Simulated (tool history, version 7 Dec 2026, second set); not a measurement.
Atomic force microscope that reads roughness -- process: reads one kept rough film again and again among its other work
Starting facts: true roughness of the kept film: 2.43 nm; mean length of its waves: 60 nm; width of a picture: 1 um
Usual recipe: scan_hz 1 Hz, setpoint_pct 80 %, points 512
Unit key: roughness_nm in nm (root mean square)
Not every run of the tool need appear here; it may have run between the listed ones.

run   hour  scan_hz  setpoint_pct  points  roughness_nm
  1      0        1            80     512         2.269
  2   43.6        1            80     512         2.239
  3   77.5        1            80     512         2.235
  4  124.5        1            80     512         2.221
  5  156.7        1            80     512         2.212
  6  184.5        1            80     512         2.199
     198.9  -- new tip fitted
  7  212.8        1            80     512         2.275
     216.5  -- height scale calibrated on a step standard
  8  260.2        1            80     512         2.284
  9  287.2        1            80     512         2.266
 10  330.9        1            80     512         2.259

Forecast run 11:
 11  357.6     0.52            66     647             ?

roughness_nm: 2.37 nm (root mean square)
On a tool with no hidden condition, and with the same random variation, this run would have come out at roughness_nm 2.351 nm (root mean square).

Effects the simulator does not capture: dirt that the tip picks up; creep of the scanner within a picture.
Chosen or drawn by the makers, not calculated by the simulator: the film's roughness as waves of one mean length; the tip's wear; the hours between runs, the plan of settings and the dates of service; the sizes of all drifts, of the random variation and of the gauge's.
